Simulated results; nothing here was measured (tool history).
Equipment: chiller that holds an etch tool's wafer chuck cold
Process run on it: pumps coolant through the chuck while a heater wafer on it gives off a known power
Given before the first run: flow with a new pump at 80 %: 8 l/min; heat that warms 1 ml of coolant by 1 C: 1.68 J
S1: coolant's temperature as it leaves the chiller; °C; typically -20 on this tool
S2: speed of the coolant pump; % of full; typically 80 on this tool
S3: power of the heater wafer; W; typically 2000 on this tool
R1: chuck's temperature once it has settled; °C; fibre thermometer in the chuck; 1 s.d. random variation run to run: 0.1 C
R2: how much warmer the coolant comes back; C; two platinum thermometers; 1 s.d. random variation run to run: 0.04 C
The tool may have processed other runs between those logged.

run,hour,S1,S2,S3,R1,R2
1,0.0,-20,80,2000,-5.5,8.91
2,90.6,-20,80,2000,-5.3,8.96
3,151.5,-19,80,2000,-4.5,8.90
4,232.5,-19,80,2000,-4.4,8.90
5,345.4,-19,80,2000,-4.5,8.87
6,463.3,-19,80,2000,-4.4,8.86
7,563.0,-19,80,2000,-4.5,8.88
8,631.4,-19,80,2000,-4.4,8.79
9,713.4,-20,80,2000,-5.5,8.72
10,807.0,-20,80,2000,-5.4,8.81
11,883.5,-20,80,2000,-5.4,8.66
12,983.8,-15,84,2766,4.5,11.61
13,1091.5,-12,84,1771,0.3,7.36
14,1147.4,-12,84,1771,0.4,7.34
15,1228.7,-12,84,2871,8.1,11.99
16,1282.3,-19,76,1336,-8.8,6.07
17,1337.9,-19,76,1336,-8.8,6.05
18,1401.1,-20,71,2648,1.2,13.03
19,1506.2,-20,64,2328,0.1,12.75
20,1608.3,-14,64,2328,6.2,12.75
21,1682.1,-20,62,2143,-0.9,12.02

What if the next run were any one of these 3? Each begins from the tool's condition after run 21:
A,1775.4,-20,79,1368,?,?
B,1775.4,-21,62,2143,?,?
C,1775.4,-20,61,1597,?,?

run,R1,R2
A,-9.6,5.86
B,-2.1,12.02
C,-5.8,9.06
With the hidden condition removed and each run's random variation left untouched, the same runs would have given:
run,R1,R2
A,-9.7,6.22
B,-2.2,12.38
C,-5.8,9.42

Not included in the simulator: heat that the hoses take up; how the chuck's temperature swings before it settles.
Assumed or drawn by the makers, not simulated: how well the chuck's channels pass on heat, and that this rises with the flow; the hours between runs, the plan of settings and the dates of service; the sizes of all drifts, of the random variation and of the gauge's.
